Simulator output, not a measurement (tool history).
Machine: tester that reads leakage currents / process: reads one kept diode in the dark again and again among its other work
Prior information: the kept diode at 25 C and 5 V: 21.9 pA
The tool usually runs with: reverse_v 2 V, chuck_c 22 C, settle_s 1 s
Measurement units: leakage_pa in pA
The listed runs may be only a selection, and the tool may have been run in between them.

run,hour,reverse_v,chuck_c,settle_s,leakage_pa
1,0,2,22,1,13.82
2,37.2,8.92,22,1,31.66
3,71.3,8.92,22,1,32.2
4,95.8,8.92,22,1,32.14
5,127.5,8.92,53,1,261.23
6,159,8.92,53,1,262.78
7,180.7,8.92,53,3.86,262.99
8,204.7,8.92,53,3.86,264.5
9,238.8,8.92,53,3.86,266.05
10,266,2,22,1.12,14.65
11,302.9,2,22,1,14.75
12,340.6,2,49,1,103.17
13,357.4,2,49,1,103.78
14,376,2,38,1,47.84
15,414.8,2,22,1,15.11
16,452.4,2,22,1,15.25
17,491.4,2,22,1.16,15.37
18,519.2,2,22,1.16,15.18
19,555,2,22,1,15.48
20,580.9,2,22,1,15.64
# hour 592.2: chuck's temperature calibrated
# hour 617: probe card cleaned and baked
21,618.3,2,22,1,14.83
22,657.9,2,22,1,14.89
23,682.7,11.56,50,1,240.46
24,710.6,1.3,25,0.75,14.61
25,729.3,1.3,25,0.75,14.64
# hour 738.4: probe card cleaned and baked, once more
26,753.9,8.8,45,9.43,137.55
27,770.4,7.97,46,1,143.15
28,795.7,6.97,22,2.43,21.22
29,821.2,2.48,45,3.14,79.12
30,846.3,2.48,45,3.14,79.64
31,882.5,2,49,1,96.64
32,912.6,2,49,1,96.53
33,934.3,2.02,22,1,12.64
34,971.6,4.58,38,0.46,65.51
35,988.3,4.58,40,0.46,74.88
36,1027.2,4.96,55,6.47,224.04
37,1061.2,9.55,23,7.29,29.04
38,1078.4,9.16,50,0.76,212.02
39,1104.5,3.24,50,1.6,132.64
40,1127.8,3.24,50,1.6,133.34
41,1144.2,3.24,50,1.6,133.69

A few steps of leakage_pa between consecutive runs. Split each: what settings, incoming material and random variation would produce without the hidden state, and what is left over for the hidden state, along with gauge scatter present in only one of the two compared results (measured, and without hidden state):
Unlogged tool condition in this case: stray current of the dirty probe card, pA a volt; current scale over the true one, %; true chuck temperature over the reading, C; drift of the gauge itself on leakage_pa, %.
Run 4 -> 5: chuck_c 22 -> 53. leakage_pa +229.09 pA: hidden state +14.36, all else +214.73.
Run 9 -> 10: reverse_v 8.92 -> 2, chuck_c 53 -> 22, settle_s 3.86 -> 1.12. leakage_pa -251.4 pA: hidden state -24.63, all else -226.77.
Run 22 -> 23: reverse_v 2 -> 11.56, chuck_c 22 -> 50. leakage_pa +225.57 pA: hidden state +18.81, all else +206.76.
Run 23 -> 24: reverse_v 11.56 -> 1.3, chuck_c 50 -> 25, settle_s 1 -> 0.75. leakage_pa -225.85 pA: hidden state -19.76, all else -206.09.
